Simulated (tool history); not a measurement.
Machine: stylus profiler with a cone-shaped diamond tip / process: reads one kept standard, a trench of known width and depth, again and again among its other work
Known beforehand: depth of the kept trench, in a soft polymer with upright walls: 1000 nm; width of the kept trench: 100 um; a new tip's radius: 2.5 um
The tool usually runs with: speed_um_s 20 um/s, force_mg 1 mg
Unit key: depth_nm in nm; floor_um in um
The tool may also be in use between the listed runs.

{"run": 1, "day": 0.0, "speed_um_s": 20, "force_mg": 1, "depth_nm": 1006.82, "floor_um": 95.88}
{"run": 2, "day": 0.358, "speed_um_s": 20, "force_mg": 1, "depth_nm": 1006.92, "floor_um": 95.83}
{"run": 3, "day": 1.012, "speed_um_s": 20, "force_mg": 1, "depth_nm": 1007.25, "floor_um": 95.87}
{"run": 4, "day": 1.629, "speed_um_s": 20, "force_mg": 0.89, "depth_nm": 1006.26, "floor_um": 95.87}
{"run": 5, "day": 2.354, "speed_um_s": 52, "force_mg": 0.89, "depth_nm": 1006.32, "floor_um": 95.61}
{"run": 6, "day": 2.767, "speed_um_s": 52, "force_mg": 0.89, "depth_nm": 1006.53, "floor_um": 95.53}
{"run": 7, "day": 3.179, "speed_um_s": 20, "force_mg": 0.56, "depth_nm": 1004.88, "floor_um": 95.8}
{"run": 8, "day": 3.871, "speed_um_s": 20, "force_mg": 0.56, "depth_nm": 1004.67, "floor_um": 95.72}
{"run": 9, "day": 4.592, "speed_um_s": 20, "force_mg": 1, "depth_nm": 1006.91, "floor_um": 95.82}
{"run": 10, "day": 5.379, "speed_um_s": 20, "force_mg": 0.56, "depth_nm": 1004.86, "floor_um": 95.75}
{"run": 11, "day": 6.025, "speed_um_s": 20, "force_mg": 0.56, "depth_nm": 1004.89, "floor_um": 95.82}
{"run": 12, "day": 6.512, "speed_um_s": 38, "force_mg": 0.56, "depth_nm": 1004.83, "floor_um": 95.59}
{"run": 13, "day": 7.108, "speed_um_s": 38, "force_mg": 0.56, "depth_nm": 1004.55, "floor_um": 95.58}
{"run": 14, "day": 7.75, "speed_um_s": 20, "force_mg": 1.82, "depth_nm": 1010.62, "floor_um": 95.88}
{"run": 15, "day": 8.408, "speed_um_s": 20, "force_mg": 1.82, "depth_nm": 1010.41, "floor_um": 95.92}
{"run": 16, "day": 8.846, "speed_um_s": 20, "force_mg": 1, "depth_nm": 1006.96, "floor_um": 95.76}
{"run": 17, "day": 9.358, "speed_um_s": 20, "force_mg": 1, "depth_nm": 1006.82, "floor_um": 95.83}
{"run": 18, "day": 10.096, "speed_um_s": 20, "force_mg": 1, "depth_nm": 1007.21, "floor_um": 95.82}
{"run": 19, "day": 10.45, "speed_um_s": 20, "force_mg": 1, "depth_nm": 1006.79, "floor_um": 95.83}
{"run": 20, "day": 10.912, "speed_um_s": 20, "force_mg": 1, "depth_nm": 1006.72, "floor_um": 95.88}
{"run": 21, "day": 11.412, "speed_um_s": 20, "force_mg": 1, "depth_nm": 1006.74, "floor_um": 95.81}
{"run": 22, "day": 12.079, "speed_um_s": 20, "force_mg": 1, "depth_nm": 1006.91, "floor_um": 95.86}
{"run": 23, "day": 12.683, "speed_um_s": 20, "force_mg": 2.37, "depth_nm": 1012.59, "floor_um": 95.87}
{"run": 24, "day": 13.092, "speed_um_s": 13, "force_mg": 2.37, "depth_nm": 1012.55, "floor_um": 95.95}
{"run": 25, "day": 13.825, "speed_um_s": 26, "force_mg": 2.37, "depth_nm": 1012, "floor_um": 95.85}
{"run": 26, "day": 14.396, "speed_um_s": 9, "force_mg": 1.79, "depth_nm": 1010.21, "floor_um": 95.94}
{"run": 27, "day": 15.183, "speed_um_s": 9, "force_mg": 0.41, "depth_nm": 1003.93, "floor_um": 95.86}
{"run": 28, "day": 15.908, "speed_um_s": 8, "force_mg": 0.39, "depth_nm": 1003.6, "floor_um": 95.93}
{"run": 29, "day": 16.492, "speed_um_s": 8, "force_mg": 0.39, "depth_nm": 1003.8, "floor_um": 95.9}
{"run": 30, "day": 17.262, "speed_um_s": 8, "force_mg": 2.92, "depth_nm": 1014.02, "floor_um": 95.93}
{"run": 31, "day": 17.629, "speed_um_s": 16, "force_mg": 0.98, "depth_nm": 1006.8, "floor_um": 95.86}
{"run": 32, "day": 18.379, "speed_um_s": 16, "force_mg": 0.98, "depth_nm": 1007.18, "floor_um": 95.89}
{"run": 33, "day": 18.825, "speed_um_s": 16, "force_mg": 0.98, "depth_nm": 1006.36, "floor_um": 95.88}
{"run": 34, "day": 19.454, "speed_um_s": 20, "force_mg": 1.35, "depth_nm": 1008.35, "floor_um": 95.89}
{"run": 35, "day": 19.983, "speed_um_s": 20, "force_mg": 1.35, "depth_nm": 1008.5, "floor_um": 95.86}
{"run": 36, "day": 20.738, "speed_um_s": 8, "force_mg": 0.43, "depth_nm": 1003.99, "floor_um": 95.86}
{"run": 37, "day": 21.55, "speed_um_s": 8, "force_mg": 1.92, "depth_nm": 1010.46, "floor_um": 95.98}
{"run": 38, "day": 22.258, "speed_um_s": 51, "force_mg": 2.69, "depth_nm": 1013.55, "floor_um": 95.77}
{"run": 39, "day": 22.667, "speed_um_s": 60, "force_mg": 2.92, "depth_nm": 1013.95, "floor_um": 95.76}
{"run": 40, "day": 23.229, "speed_um_s": 8, "force_mg": 1.39, "depth_nm": 1008.68, "floor_um": 95.93}
{"run": 41, "day": 23.654, "speed_um_s": 8, "force_mg": 1.39, "depth_nm": 1008.47, "floor_um": 95.95}
{"run": 42, "day": 24.417, "speed_um_s": 8, "force_mg": 1.39, "depth_nm": 1008.63, "floor_um": 95.94}

Expected results for the next run?
{"run": 43, "day": 25.15, "speed_um_s": 77, "force_mg": 1.86, "depth_nm": "?", "floor_um": "?"}

depth_nm: 1010.5 nm
floor_um: 95.56 um
Without the tool's hidden state the same run would have given depth_nm 1010.52 nm, floor_um 95.56 um.

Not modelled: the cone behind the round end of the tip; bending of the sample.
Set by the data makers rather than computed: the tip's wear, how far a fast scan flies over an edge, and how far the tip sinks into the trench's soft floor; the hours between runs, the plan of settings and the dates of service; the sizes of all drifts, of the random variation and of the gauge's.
